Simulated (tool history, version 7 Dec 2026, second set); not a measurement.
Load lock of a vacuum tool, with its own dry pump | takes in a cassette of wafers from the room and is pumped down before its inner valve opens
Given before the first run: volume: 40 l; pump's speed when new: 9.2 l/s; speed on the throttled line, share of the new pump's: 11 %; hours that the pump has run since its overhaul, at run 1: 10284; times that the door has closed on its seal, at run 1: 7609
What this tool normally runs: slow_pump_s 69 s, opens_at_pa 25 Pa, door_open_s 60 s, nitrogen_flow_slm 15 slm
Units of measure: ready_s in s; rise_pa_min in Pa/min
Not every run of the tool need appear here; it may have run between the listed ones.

run     hour  slow_pump_s  opens_at_pa  door_open_s  nitrogen_flow_slm  hours that the pump has run since its overhaul  times that the door has closed on its seal  incoming humidity of the room's air, %  ready_s  rise_pa_min
  1      0.0           69           25           60                 15                                           10284                                        7609                                    43.9    100.7        0.086
  2    502.5           69           25           60                 15                                           10786                                        8127                                    44.6    101.2        0.094
  3    978.2           69           25           60                 15                                           11262                                        8617                                    49.1    100.9        0.098
  4   1643.7           69           27           60                 15                                           11928                                        9303                                    42.8    101.8        0.092
  5   1982.4           69           25           60                 14                                           12266                                        9652                                    43.9    102.2        0.091
  6   2273.5           69           25           60                 14                                           12557                                        9952                                    45.6    102.5        0.099
  7   2929.5           69           32           60                 15                                           13213                                       10628                                    46.0    100.8        0.100
  8   3606.0           69           32           60                 15                                           13890                                       11325                                    43.8    101.6        0.100
  9   4248.8           69           26           60                 15                                           14533                                       11987                                    42.3    102.7        0.103
 10   4696.9           69           26           60                 15                                           14981                                       12449                                    44.9    104.2        0.109
 11   5392.6           69           26           60                 15                                           15676                                       13166                                    44.0    103.8        0.112
 12   6097.9           69           26           60                 15                                           16382                                       13893                                    42.6    103.9        0.110
 13   6791.9           69           26           60                 15                                           17076                                       14608                                    45.3    105.6        0.112
 14   7402.8           69           26           60                 15                                           17687                                       15237                                    46.8    104.3        0.126
 15   7849.9           69           21          139                 16                                           18134                                       15698                                    48.5    107.7        0.152
 16   8427.1           75           21          139                 16                                           18711                                       16293                                    43.2    111.6        0.140
 17   8744.6          131           33           31                 15                                           19029                                       16620                                    43.6    157.2        0.110
 18   9170.2           69           25           33                 10                                           19454                                       17058                                    42.5    105.8        0.119
 19   9864.7           69           25           33                  6                                           20149                                       17774                                    46.0    106.0        0.133
 20  10268.3           56           38           87                 13                                           20552                                       18190                                    44.0     93.5        0.143
 21  10778.0           56           38           87                 13                                           21062                                       18715                                    43.3     93.9        0.139
 22  11453.4           56           38           87                 13                                           21737                                       19411                                    49.1     93.9        0.156
 23  11938.4          107           34           39                  8                                           22222                                       19911                                    41.6    137.2        0.137
 24  12362.2          107           34           39                  8                                           22646                                       20348                                    43.6    137.7        0.141
     13031.0  -- dry pump taken out, an overhauled one fitted
 25  13067.9           69           38           60                 31                                              37                                       21069                                    45.7     94.2        0.137
 26  13405.4           69           19           26                  5                                             374                                       21417                                    47.7     98.9        0.144
 27  14040.2           69           19           51                 23                                            1009                                       22071                                    43.7     97.4        0.139
 28  14346.0           69           25           60                  8                                            1315                                       22386                                    46.8     97.3        0.169

Below, each run's measurement less what the same run would have read without the hidden state. Both values contain the same run-to-run variation, but the gauge's scatter may not be the same in both:
Hidden conditions of the tool in this case: pump's speed, % of a new pump's; leak at the door's seal, Pa l/s; drift of the gauge itself on ready_s, %; drift of the gauge itself on rise_pa_min, %.
run  ready_s  rise_pa_min
  1     +4.0       +0.027
  2     +4.2       +0.029
  3     +4.4       +0.030
  4     +4.6       +0.033
  5     +4.9       +0.034
  6     +5.0       +0.034
  7     +5.1       +0.038
  8     +5.3       +0.041
  9     +5.9       +0.043
 10     +6.1       +0.045
 11     +6.4       +0.047
 12     +6.7       +0.051
 13     +7.2       +0.054
 14     +7.3       +0.057
 15     +7.9       +0.060
 16     +7.9       +0.061
 17     +5.7       +0.062
 18     +8.3       +0.066
 19     +8.6       +0.068
 20     +8.7       +0.071
 21     +9.0       +0.073
 22     +9.4       +0.077
 23     +7.8       +0.082
 24     +8.0       +0.084
 25     -0.5       +0.085
 26     -0.4       +0.087
 27     -0.2       +0.092
 28     -0.1       +0.095
